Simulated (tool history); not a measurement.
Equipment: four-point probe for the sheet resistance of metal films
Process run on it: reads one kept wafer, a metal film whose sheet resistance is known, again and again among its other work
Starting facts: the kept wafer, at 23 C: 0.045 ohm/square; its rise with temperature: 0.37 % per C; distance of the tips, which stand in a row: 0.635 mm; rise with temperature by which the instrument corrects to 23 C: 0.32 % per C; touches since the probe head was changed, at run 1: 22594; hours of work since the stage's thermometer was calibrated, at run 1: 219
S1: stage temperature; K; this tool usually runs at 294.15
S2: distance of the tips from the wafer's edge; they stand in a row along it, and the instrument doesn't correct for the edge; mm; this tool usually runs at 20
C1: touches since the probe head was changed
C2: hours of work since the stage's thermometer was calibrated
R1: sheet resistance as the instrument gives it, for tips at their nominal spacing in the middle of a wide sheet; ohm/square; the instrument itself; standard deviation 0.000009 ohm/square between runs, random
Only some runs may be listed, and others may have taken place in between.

| run | hour | S1 | S2 | C1 | C2 | R1 |
|---|---|---|---|---|---|---|
| 1 | 0.0 | 294.15 | 20 | 22594 | 219 | 0.044942 |
| 2 | 13.3 | 294.15 | 20 | 23196 | 227 | 0.044949 |
| 3 | 22.0 | 294.15 | 70 | 23590 | 232 | 0.044923 |
| 4 | 36.6 | 298.15 | 70 | 24250 | 241 | 0.045034 |
| 5 | 46.0 | 298.15 | 70 | 24674 | 246 | 0.045007 |
| 6 | 53.4 | 298.15 | 70 | 25008 | 251 | 0.045027 |
| 7 | 63.2 | 298.15 | 70 | 25452 | 257 | 0.045009 |
| 8 | 74.9 | 298.15 | 70 | 25983 | 264 | 0.045008 |
|  | 76.6 | stage's thermometer calibrated |
| 9 | 88.1 | 301.15 | 20 | 26555 | 7 | 0.045090 |
| 10 | 94.8 | 301.15 | 20 | 26860 | 11 | 0.045097 |
| 11 | 104.9 | 301.15 | 20 | 27316 | 17 | 0.045071 |
| 12 | 118.3 | 301.15 | 20 | 27919 | 25 | 0.045104 |
| 13 | 133.0 | 301.15 | 20 | 28585 | 33 | 0.045081 |
| 14 | 140.3 | 301.15 | 20 | 28918 | 38 | 0.045078 |
| 15 | 149.1 | 301.15 | 20 | 29313 | 43 | 0.045086 |
| 16 | 163.1 | 292.15 | 13 | 29946 | 51 | 0.044896 |
|  | 168.9 | stage's thermometer calibrated, once more |
| 17 | 176.4 | 306.15 | 53 | 30524 | 4 | 0.045182 |
| 18 | 183.9 | 298.15 | 20 | 30863 | 9 | 0.045012 |
| 19 | 191.6 | 292.15 | 49 | 31214 | 13 | 0.044863 |
| 20 | 201.0 | 294.15 | 3 | 31637 | 19 | 0.045945 |

Run 21 is up next; what results do you expect?
| 21 | 215.3 | 294.15 | 7 | 32285 | 28 | ? |

{"run 21": {"R1": 0.045098}}
Take away the tool's hidden state, keep the run-to-run variation as it was, and the same run would have given R1 0.045166 ohm/square.

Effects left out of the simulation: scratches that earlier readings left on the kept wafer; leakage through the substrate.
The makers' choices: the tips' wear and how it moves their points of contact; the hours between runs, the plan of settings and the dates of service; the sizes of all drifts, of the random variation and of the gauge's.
